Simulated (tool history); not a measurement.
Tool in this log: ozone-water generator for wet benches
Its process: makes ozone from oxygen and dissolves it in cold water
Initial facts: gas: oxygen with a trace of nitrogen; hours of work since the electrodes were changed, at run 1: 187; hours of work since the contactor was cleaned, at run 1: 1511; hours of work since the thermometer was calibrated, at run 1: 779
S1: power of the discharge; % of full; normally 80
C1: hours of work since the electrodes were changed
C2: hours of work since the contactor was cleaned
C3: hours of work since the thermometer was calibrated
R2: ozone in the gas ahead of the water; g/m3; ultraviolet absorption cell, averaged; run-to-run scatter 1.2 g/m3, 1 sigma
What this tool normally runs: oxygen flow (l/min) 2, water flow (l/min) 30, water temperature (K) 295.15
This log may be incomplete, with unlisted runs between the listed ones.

run 1 hour=0 | S1=80 oxygen_flow_(l/min)=2 water_flow_(l/min)=30 water_temperature_(K)=295.15 | C1=187 C2=1511 C3=779 | dissolved_ozone_(ppm)=7 R2=225.6
run 2 hour=22 | S1=80 oxygen_flow_(l/min)=2 water_flow_(l/min)=30 water_temperature_(K)=295.15 | C1=202 C2=1527 C3=794 | dissolved_ozone_(ppm)=6.8 R2=225.2
run 3 hour=41.7 | S1=80 oxygen_flow_(l/min)=2 water_flow_(l/min)=30 water_temperature_(K)=295.15 | C1=216 C2=1541 C3=808 | dissolved_ozone_(ppm)=6.9 R2=228.3
run 4 hour=60 | S1=70 oxygen_flow_(l/min)=2 water_flow_(l/min)=30 water_temperature_(K)=295.15 | C1=229 C2=1554 C3=821 | dissolved_ozone_(ppm)=6.5 R2=211.8
run 5 hour=85 | S1=80 oxygen_flow_(l/min)=2 water_flow_(l/min)=30 water_temperature_(K)=289.15 | C1=247 C2=1572 C3=839 | dissolved_ozone_(ppm)=7.3 R2=225.9
run 6 hour=106.4 | S1=80 oxygen_flow_(l/min)=2 water_flow_(l/min)=30 water_temperature_(K)=288.15 | C1=262 C2=1587 C3=854 | dissolved_ozone_(ppm)=7.2 R2=225.3
run 7 hour=122.7 | S1=80 oxygen_flow_(l/min)=2 water_flow_(l/min)=30 water_temperature_(K)=295.15 | C1=274 C2=1598 C3=866 | dissolved_ozone_(ppm)=7 R2=226.5
run 8 hour=143.7 | S1=80 oxygen_flow_(l/min)=2 water_flow_(l/min)=35 water_temperature_(K)=295.15 | C1=289 C2=1613 C3=881 | dissolved_ozone_(ppm)=5.7 R2=223.8
run 9 hour=170.5 | S1=80 oxygen_flow_(l/min)=2.13 water_flow_(l/min)=30 water_temperature_(K)=295.15 | C1=308 C2=1632 C3=900 | dissolved_ozone_(ppm)=7.1 R2=215.6
run 10 hour=194 | S1=80 oxygen_flow_(l/min)=2.13 water_flow_(l/min)=30 water_temperature_(K)=295.15 | C1=324 C2=1649 C3=916 | dissolved_ozone_(ppm)=7 R2=215.1
run 11 hour=224.9 | S1=80 oxygen_flow_(l/min)=2 water_flow_(l/min)=30 water_temperature_(K)=295.15 | C1=346 C2=1671 C3=938 | dissolved_ozone_(ppm)=7 R2=224.5
run 12 hour=249.2 | S1=80 oxygen_flow_(l/min)=2 water_flow_(l/min)=30 water_temperature_(K)=295.15 | C1=364 C2=1688 C3=956 | dissolved_ozone_(ppm)=7 R2=223.7
run 13 hour=279.4 | S1=80 oxygen_flow_(l/min)=2 water_flow_(l/min)=30 water_temperature_(K)=295.15 | C1=385 C2=1709 C3=977 | dissolved_ozone_(ppm)=6.9 R2=222.1
run 14 hour=294.8 | S1=80 oxygen_flow_(l/min)=2 water_flow_(l/min)=30 water_temperature_(K)=295.15 | C1=396 C2=1720 C3=988 | dissolved_ozone_(ppm)=7.1 R2=224.4
run 15 hour=313.3 | S1=55 oxygen_flow_(l/min)=2 water_flow_(l/min)=30 water_temperature_(K)=298.15 | C1=409 C2=1734 C3=1001 | dissolved_ozone_(ppm)=5.6 R2=181.5
run 16 hour=332 | S1=55 oxygen_flow_(l/min)=2 water_flow_(l/min)=30 water_temperature_(K)=298.15 | C1=422 C2=1747 C3=1014 | dissolved_ozone_(ppm)=5.5 R2=182.5
run 17 hour=348.8 | S1=43 oxygen_flow_(l/min)=2 water_flow_(l/min)=34 water_temperature_(K)=298.15 | C1=434 C2=1759 C3=1026 | dissolved_ozone_(ppm)=4.3 R2=160.3
run 18 hour=366.8 | S1=44 oxygen_flow_(l/min)=2.2 water_flow_(l/min)=47 water_temperature_(K)=290.15 | C1=447 C2=1772 C3=1039 | dissolved_ozone_(ppm)=3 R2=153.3
run 19 hour=380.7 | S1=41 oxygen_flow_(l/min)=2.2 water_flow_(l/min)=24 water_temperature_(K)=290.15 | C1=457 C2=1781 C3=1049 | dissolved_ozone_(ppm)=6.4 R2=146.1
run 20 hour=394.7 | S1=41 oxygen_flow_(l/min)=2.2 water_flow_(l/min)=24 water_temperature_(K)=290.15 | C1=467 C2=1791 C3=1059 | dissolved_ozone_(ppm)=6.5 R2=146.4
run 21 hour=422.1 | S1=41 oxygen_flow_(l/min)=1.66 water_flow_(l/min)=37 water_temperature_(K)=290.15 | C1=486 C2=1811 C3=1078 | dissolved_ozone_(ppm)=3.8 R2=176
run 22 hour=440.4 | S1=41 oxygen_flow_(l/min)=1.66 water_flow_(l/min)=37 water_temperature_(K)=290.15 | C1=499 C2=1824 C3=1091 | dissolved_ozone_(ppm)=3.7 R2=174.7
run 23 hour=453.5 | S1=42 oxygen_flow_(l/min)=1.66 water_flow_(l/min)=24 water_temperature_(K)=302.15 | C1=508 C2=1833 C3=1101 | dissolved_ozone_(ppm)=5.9 R2=178.4
run 24 hour=468.8 | S1=40 oxygen_flow_(l/min)=2.15 water_flow_(l/min)=24 water_temperature_(K)=302.15 | C1=519 C2=1844 C3=1111 | dissolved_ozone_(ppm)=5.7 R2=144.3
run 25 hour=487.6 | S1=57 oxygen_flow_(l/min)=1.33 water_flow_(l/min)=46 water_temperature_(K)=302.15 | C1=533 C2=1857 C3=1125 | dissolved_ozone_(ppm)=3.4 R2=241.3
run 26 hour=516.9 | S1=57 oxygen_flow_(l/min)=1.33 water_flow_(l/min)=21 water_temperature_(K)=302.15 | C1=553 C2=1878 C3=1146 | dissolved_ozone_(ppm)=7.5 R2=241.8
run 27 hour=537.9 | S1=47 oxygen_flow_(l/min)=1.04 water_flow_(l/min)=32 water_temperature_(K)=291.15 | C1=568 C2=1893 C3=1160 | dissolved_ozone_(ppm)=4.3 R2=256.8

3 options for the next run, each taken on its own from the tool as it stands now. Forecast them:
run A hour=564.9 | S1=92 oxygen_flow_(l/min)=1.04 water_flow_(l/min)=44 water_temperature_(K)=299.15 | C1=588 C2=1912 C3=1180 | dissolved_ozone_(ppm)=? R2=?
run B hour=564.9 | S1=80 oxygen_flow_(l/min)=2 water_flow_(l/min)=29 water_temperature_(K)=295.15 | C1=588 C2=1912 C3=1180 | dissolved_ozone_(ppm)=? R2=?
run C hour=564.9 | S1=47 oxygen_flow_(l/min)=1.35 water_flow_(l/min)=32 water_temperature_(K)=291.15 | C1=588 C2=1912 C3=1180 | dissolved_ozone_(ppm)=? R2=?

run=A dissolved_ozone_(ppm)=4.3 R2=366.5
run=B dissolved_ozone_(ppm)=7.3 R2=220.8
run=C dissolved_ozone_(ppm)=4.7 R2=216.6
The same runs, with their run-to-run variation unchanged, on a tool lacking any hidden condition would have given:
run=A dissolved_ozone_(ppm)=4.3 R2=376.9
run=B dissolved_ozone_(ppm)=7.3 R2=227.1
run=C dissolved_ozone_(ppm)=4.7 R2=222.8

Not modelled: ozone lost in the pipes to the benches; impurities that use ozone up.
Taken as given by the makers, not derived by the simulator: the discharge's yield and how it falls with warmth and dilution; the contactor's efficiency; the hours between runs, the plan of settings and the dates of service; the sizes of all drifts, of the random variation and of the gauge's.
